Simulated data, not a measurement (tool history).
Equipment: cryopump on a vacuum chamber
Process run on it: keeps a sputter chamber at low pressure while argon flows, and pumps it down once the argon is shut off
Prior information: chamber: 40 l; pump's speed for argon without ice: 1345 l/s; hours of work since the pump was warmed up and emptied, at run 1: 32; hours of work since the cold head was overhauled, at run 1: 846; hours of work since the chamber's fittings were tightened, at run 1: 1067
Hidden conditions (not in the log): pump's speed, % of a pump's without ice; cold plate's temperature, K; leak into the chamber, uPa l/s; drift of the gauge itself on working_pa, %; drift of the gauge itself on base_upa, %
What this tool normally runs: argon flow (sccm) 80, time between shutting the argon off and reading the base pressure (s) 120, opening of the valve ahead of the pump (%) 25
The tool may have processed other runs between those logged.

| run | hour | argon flow (sccm) | time between shutting the argon off and reading the base pressure (s) | opening of the valve ahead of the pump (%) | hours of work since the pump was warmed up and emptied | hours of work since the cold head was overhauled | hours of work since the chamber's fittings were tightened | pressure while argon flows (Pa) | pressure after the wait (uPa) |
|---|---|---|---|---|---|---|---|---|---|
| 1 | 0.0 | 80 | 120 | 25 | 32 | 846 | 1067 | 0.4078 | 2.84 |
| 2 | 23.2 | 80 | 120 | 25 | 52 | 867 | 1087 | 0.4044 | 2.91 |
| 3 | 44.5 | 80 | 120 | 25 | 71 | 886 | 1106 | 0.4033 | 2.94 |
| 4 | 62.7 | 80 | 120 | 25 | 87 | 902 | 1122 | 0.4101 | 2.93 |
| 5 | 92.6 | 80 | 120 | 25 | 113 | 928 | 1148 | 0.4067 | 2.98 |
| 6 | 116.8 | 80 | 120 | 25 | 135 | 950 | 1170 | 0.4084 | 3.14 |
| 7 | 138.6 | 45 | 120 | 25 | 154 | 969 | 1189 | 0.2299 | 3.07 |
| 8 | 154.4 | 80 | 227 | 25 | 168 | 983 | 1203 | 0.4083 | 2.88 |
| 9 | 171.5 | 80 | 120 | 25 | 183 | 998 | 1218 | 0.4085 | 3.16 |
| 10 | 192.6 | 80 | 120 | 25 | 202 | 1016 | 1237 | 0.4092 | 3.24 |
| 11 | 216.4 | 80 | 254 | 25 | 223 | 1037 | 1258 | 0.4090 | 2.97 |
| 12 | 230.3 | 80 | 254 | 25 | 235 | 1050 | 1270 | 0.4058 | 3.06 |
| 13 | 255.7 | 80 | 120 | 48 | 257 | 1072 | 1292 | 0.2180 | 3.27 |
| 14 | 285.1 | 80 | 120 | 48 | 283 | 1098 | 1318 | 0.2169 | 3.39 |
| 15 | 305.3 | 51 | 126 | 51 | 301 | 1116 | 1336 | 0.1319 | 3.44 |
|  | 328.4 | leaking fittings of the chamber tightened, without venting |
| 16 | 333.7 | 77 | 126 | 45 | 324 | 1139 | 5 | 0.2234 | 0.84 |
| 17 | 356.3 | 77 | 126 | 45 | 344 | 1159 | 25 | 0.2230 | 0.84 |
| 18 | 382.9 | 134 | 32 | 17 | 368 | 1183 | 48 | 1.0068 | 2.65 |
| 19 | 412.5 | 111 | 53 | 15 | 394 | 1209 | 74 | 0.9405 | 1.81 |
| 20 | 437.8 | 138 | 59 | 25 | 416 | 1231 | 97 | 0.7119 | 1.65 |
| 21 | 461.5 | 80 | 120 | 21 | 437 | 1252 | 118 | 0.4891 | 1.10 |
| 22 | 489.5 | 80 | 120 | 21 | 462 | 1277 | 142 | 0.4901 | 1.19 |

For run 23, what comes out?
| 23 | 514.4 | 80 | 41 | 21 | 484 | 1299 | 164 | ? | ? |

Logged for run 23: pressure while argon flows (Pa) 0.4966, pressure after the wait (uPa) 2.35.
Had the tool carried no hidden state, the very same run would have given pressure while argon flows (Pa) 0.4832, pressure after the wait (uPa) 1.96.
